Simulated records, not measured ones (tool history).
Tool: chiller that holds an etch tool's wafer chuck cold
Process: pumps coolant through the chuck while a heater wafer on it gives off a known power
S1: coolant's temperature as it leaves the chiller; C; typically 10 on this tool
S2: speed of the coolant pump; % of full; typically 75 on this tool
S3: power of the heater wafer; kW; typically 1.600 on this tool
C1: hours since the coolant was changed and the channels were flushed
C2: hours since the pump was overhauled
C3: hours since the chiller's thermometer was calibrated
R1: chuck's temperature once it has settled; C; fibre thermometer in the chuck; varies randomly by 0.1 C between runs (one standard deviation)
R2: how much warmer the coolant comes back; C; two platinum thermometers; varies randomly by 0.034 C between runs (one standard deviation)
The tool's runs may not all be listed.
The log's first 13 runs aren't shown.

run     day  S1  S2     S3    C1    C2    C3    R1    R2
 14  22.779  10  75  1.419  3410  2617  4306  30.8  4.77
 15  24.146  10  75  1.419  3443  2650  4339  30.9  4.72
 16  25.362  10  75  1.419  3472  2679  4368  31.2  4.77
 17  26.417  10  75  1.419  3498  2704  4393  31.0  4.70
 18  28.679  18  86  1.600  3552  2759  4447  39.2  4.61
 19  30.108  10  64  0.906  3586  2793  4482  25.3  3.60
 20  32.017  10  90  0.885  3632  2839  4528  21.6  2.48
 21  33.908  20  61  1.634  3678  2884  4573  48.6  6.86
 22  35.725   3  84  1.634  3721  2928  4616  25.1  4.91
 23  37.642   3  84  1.634  3767  2974  4662  25.3  4.94
     38.054  -- coolant pump overhauled
 24  39.000  13  71  1.899  3795    23  4690  43.6  7.20
 25  40.879  10  87  1.600  3840    68  4735  32.1  4.89
 26  41.829  10  87  1.600  3863    91  4758  32.2  4.80
 27  43.588  10  87  1.600  3905   133  4800  32.0  4.90
 28  45.729  17  75  1.600  3956   184  4852  41.9  5.70
 29  47.133  17  75  1.600  3990   218  4885  41.9  5.69
 30  48.100   4  93  1.600  4013   241  4908  24.8  4.53
     49.438  -- coolant pump overhauled, once more
 31  50.050  18  79  1.776  4055    15  4950  42.3  5.35
 32  51.138  13  62  0.933  4081    41  4976  28.9  3.59
 33  53.233  13  82  1.063  4131    91  5027  27.3  3.09

Alternative continuations, all from the tool just after run 33; predict every row:
  A  55.058   7  75  1.780  4175  135  5070   ?   ?
  B  55.058   0  75  1.600  4175  135  5070   ?   ?
  C  55.058   8  82  1.520  4175  135  5070   ?   ?

run    R1    R2
  A  32.5  5.64
  B  22.7  5.10
  C  28.4  4.38
The same runs, with their run-to-run variation unchanged, on a tool lacking any hidden condition would have given:
run    R1    R2
  A  30.3  5.62
  B  20.7  5.08
  C  26.6  4.36

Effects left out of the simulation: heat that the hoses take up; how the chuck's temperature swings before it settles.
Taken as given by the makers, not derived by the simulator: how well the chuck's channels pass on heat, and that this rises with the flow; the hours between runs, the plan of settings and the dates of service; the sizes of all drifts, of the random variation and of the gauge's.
